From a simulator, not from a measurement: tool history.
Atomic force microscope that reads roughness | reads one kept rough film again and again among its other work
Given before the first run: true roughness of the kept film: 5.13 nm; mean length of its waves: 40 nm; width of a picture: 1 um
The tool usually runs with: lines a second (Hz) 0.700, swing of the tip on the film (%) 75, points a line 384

run   hour  lines a second (Hz)  swing of the tip on the film (%)  points a line  roughness of the kept film (nm (root mean square))
  1    0.0                0.700                                75            384                                               3.835
  2   24.2                0.700                                75            384                                               3.686
  3   47.7                0.700                                75            384                                               3.634
  4   67.8                0.700                                75            384                                               3.551
      73.7  -- new tip fitted
  5   98.5                0.700                                75            384                                               4.362
  6  127.3                0.700                                75            384                                               4.225
  7  146.4                0.700                                75            384                                               4.129
  8  176.4                0.700                                75            384                                               3.960
  9  190.6                0.700                                75            384                                               3.916
 10  215.2                0.700                                75            856                                               3.786
 11  241.0                0.700                                75            856                                               3.673
 12  272.3                0.700                                75            856                                               3.541
     275.1  -- new tip fitted
 13  288.9                0.700                                75            856                                               4.494
 14  310.9                0.700                                75            647                                               4.333
 15  343.0                0.700                                75            647                                               4.135
 16  360.6                2.751                                75            314                                               3.702
 17  388.3                3.378                                79            751                                               3.419
 18  402.6                1.305                                63            751                                               3.868
 19  416.8                0.700                                76            458                                               3.750
 20  443.9                0.700                                76            384                                               3.634
 21  468.9                0.565                                57            509                                               3.614
     478.3  -- new tip fitted
 22  491.4                0.565                                57            509                                               4.550
 23  512.5                0.565                                57            509                                               4.389
 24  544.3                1.016                                82            384                                               3.960
 25  557.5                1.016                                85            807                                               3.848
 26  588.8                1.957                                85            367                                               3.479
 27  604.7                1.957                                85            367                                               3.450
 28  628.9                1.957                                82            367                                               3.379
 29  656.8                0.692                                81            459                                               3.546

Hidden state or all else? Some run-to-run changes of roughness of the kept film (nm (root mean square)), split into what the settings, what came in and random variation would give without the hidden state, and what is left for the hidden state (with any gauge scatter that isn't in both results):
The hidden state here: radius of the tip, nm; height scale over the true one, %; drift of the gauge itself on roughness_nm, %.
Run 12 -> 13: new tip fitted. roughness of the kept film (nm (root mean square)) +0.953: hidden state +0.924, all else +0.029.
Run 21 -> 22: new tip fitted. roughness of the kept film (nm (root mean square)) +0.936: hidden state +0.914, all else +0.022.
